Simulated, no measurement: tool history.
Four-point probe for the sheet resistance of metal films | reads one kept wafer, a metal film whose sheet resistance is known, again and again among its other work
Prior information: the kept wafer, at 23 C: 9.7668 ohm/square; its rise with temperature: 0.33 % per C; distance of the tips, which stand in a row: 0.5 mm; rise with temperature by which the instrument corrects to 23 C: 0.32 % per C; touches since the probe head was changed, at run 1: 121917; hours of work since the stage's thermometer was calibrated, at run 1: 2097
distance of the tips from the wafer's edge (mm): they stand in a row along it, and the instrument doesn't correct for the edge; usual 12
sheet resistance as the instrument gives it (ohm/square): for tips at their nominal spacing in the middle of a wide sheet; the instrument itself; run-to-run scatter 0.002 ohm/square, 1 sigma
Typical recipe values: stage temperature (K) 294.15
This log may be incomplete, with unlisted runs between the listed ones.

run,hour,stage temperature (K),distance of the tips from the wafer's edge (mm),touches since the probe head was changed,hours of work since the stage's thermometer was calibrated,sheet resistance as the instrument gives it (ohm/square)
1,0.0,294.15,12,121917,2097,9.665109
2,138.2,294.15,12,125452,2204,9.659530
3,228.1,293.15,12,127752,2274,9.655722
# hour 255.1: stage's thermometer calibrated
4,326.9,293.15,12,130265,56,9.665241
5,400.4,303.15,12,132144,113,9.665178
6,515.4,303.15,12,135088,202,9.661393
7,637.6,299.15,12,138213,296,9.663585
8,759.2,299.15,6,141321,390,9.682953
9,852.1,296.15,12,143698,462,9.654300
10,995.5,305.15,12,147365,574,9.654037
11,1142.1,305.15,12,151114,687,9.653814
12,1237.2,305.15,12,153547,761,9.648197
13,1329.3,294.15,12,155903,832,9.640800
14,1439.4,294.15,12,158720,917,9.639106
15,1573.3,294.15,12,162144,1021,9.637853
16,1655.4,294.15,12,164244,1085,9.633899
17,1734.8,294.15,12,166274,1146,9.631627
18,1817.9,294.15,12,168401,1211,9.629922
19,1902.6,294.15,12,170565,1276,9.630183
20,2030.1,294.15,12,173827,1375,9.624886
# hour 2087.3: new probe head fitted
21,2134.9,306.15,57,1218,1455,9.759745
22,2271.1,306.15,57,4701,1561,9.759611
23,2343.3,294.15,21,6549,1617,9.755319
24,2453.9,305.15,21,9376,1703,9.756655
25,2581.0,304.15,7,12627,1801,9.777672
26,2727.4,293.15,38,16373,1914,9.745536
27,2853.2,293.15,38,19590,2012,9.742341
28,2922.8,295.15,20,21368,2066,9.739545
29,2988.4,301.15,10,23047,2117,9.756768
30,3113.1,294.15,4,26236,2213,9.816062
# hour 3222.9: stage's thermometer calibrated
31,3242.5,294.15,4,29535,15,9.819134
32,3356.7,294.15,4,32454,104,9.821309
33,3499.2,301.15,62,36098,214,9.741700
34,3638.8,301.15,62,39671,322,9.738113
35,3699.4,299.15,3,41220,369,9.878360
36,3837.2,295.15,11,44743,476,9.737606
37,3930.0,299.15,7,47118,548,9.755653
38,4015.0,292.15,22,49290,614,9.728498
39,4082.1,305.15,4,51007,666,9.811771
40,4155.5,305.15,4,52885,722,9.805790

Branching from run 40: 5 alternative next runs. What would each branch give?
A,4225.3,296.15,11,54669,777,?
B,4225.3,295.15,59,54669,777,?
C,4225.3,295.15,32,54669,777,?
D,4225.3,293.15,47,54669,777,?
E,4225.3,293.15,12,54669,777,?

run,sheet resistance as the instrument gives it (ohm/square)
A,9.735949
B,9.719105
C,9.723198
D,9.720939
E,9.728936
Without the tool's unlogged condition, the same runs would have read:
run,sheet resistance as the instrument gives it (ohm/square)
A,9.780718
B,9.763806
C,9.767918
D,9.765660
E,9.773691
